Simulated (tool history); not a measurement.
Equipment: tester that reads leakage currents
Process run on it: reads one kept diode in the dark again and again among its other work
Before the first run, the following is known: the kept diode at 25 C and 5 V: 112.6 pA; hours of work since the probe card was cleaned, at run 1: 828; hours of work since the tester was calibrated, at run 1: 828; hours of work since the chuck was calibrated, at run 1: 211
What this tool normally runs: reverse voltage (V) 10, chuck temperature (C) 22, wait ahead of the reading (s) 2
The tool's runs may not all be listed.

run	hour	reverse voltage (V)	chuck temperature (C)	wait ahead of the reading (s)	hours of work since the probe card was cleaned	hours of work since the tester was calibrated	hours of work since the chuck was calibrated	current that the tester gives (pA)
1	0	10	22	2	828	828	211	131.7
2	151.3	1.4	22	2	926	926	310	46.63
3	410.6	1.4	22	2	1095	1095	479	48.48
4	538.1	10	22	0.64	1179	1179	562	145.86
5	701.1	10	22	0.64	1285	1285	669	150.04
6	906.1	10	22	0.41	1419	1419	802	156.2
# hour 945.1: chuck's temperature calibrated
7	1131.8	10	22	0.41	1564	1564	122	135.53
8	1289.2	10	22	0.41	1667	1667	224	139.25
9	1517.8	10	22	0.41	1816	1816	373	143.76
# hour 1533.8: probe card cleaned and baked
10	1760.2	10	22	0.41	148	1972	530	152.29
11	1865	10	22	0.41	216	2041	598	155.1
12	2118.6	10	22	0.41	381	2206	763	160.6
# hour 2215.4: chuck's temperature calibrated
13	2318.3	10	22	2.51	510	2335	67	137.51
# hour 2429.4: tester calibrated
14	2513.4	4.1	22	0.49	636	55	193	87.32
# hour 2653: probe card cleaned and baked, once more
15	2754.1	4.1	22	0.49	66	210	348	83.71
16	2890.3	4.1	46	2.26	155	299	437	722.61
17	3149.3	4.1	46	2.26	324	467	606	746.11
18	3258.8	10	27	0.68	395	539	677	230.47
19	3437.4	10	27	0.68	511	655	794	239.03
# hour 3488.1: chuck's temperature calibrated
20	3610.5	10	27	0.68	623	767	80	202.71
21	3724.5	7.4	29	0.39	697	841	154	212.93
22	3876.4	4.9	46	1.87	796	940	253	767.01
23	4012.6	14.3	53	2	885	1029	342	2423.43
24	4239.4	4.6	22	2	1033	1177	490	90.74
25	4384.2	10	23	2.74	1128	1271	584	156.42
26	4519.6	6.6	23	2.31	1216	1360	673	127.17

Branching from run 26: 4 alternative next runs. What would each branch give?
A	4727.7	10	35	2	1352	1495	808	?
B	4727.7	11.2	24	7.43	1352	1495	808	?
C	4727.7	10.1	24	0.45	1352	1495	808	?
D	4727.7	2.4	40	1.99	1352	1495	808	?

run	current that the tester gives (pA)
A	485.93
B	192.35
C	185.27
D	352.6
Take away the tool's hidden state, keep each run's random variation, and the runs would have read:
run	current that the tester gives (pA)
A	412.18
B	157.12
C	152.36
D	303.3
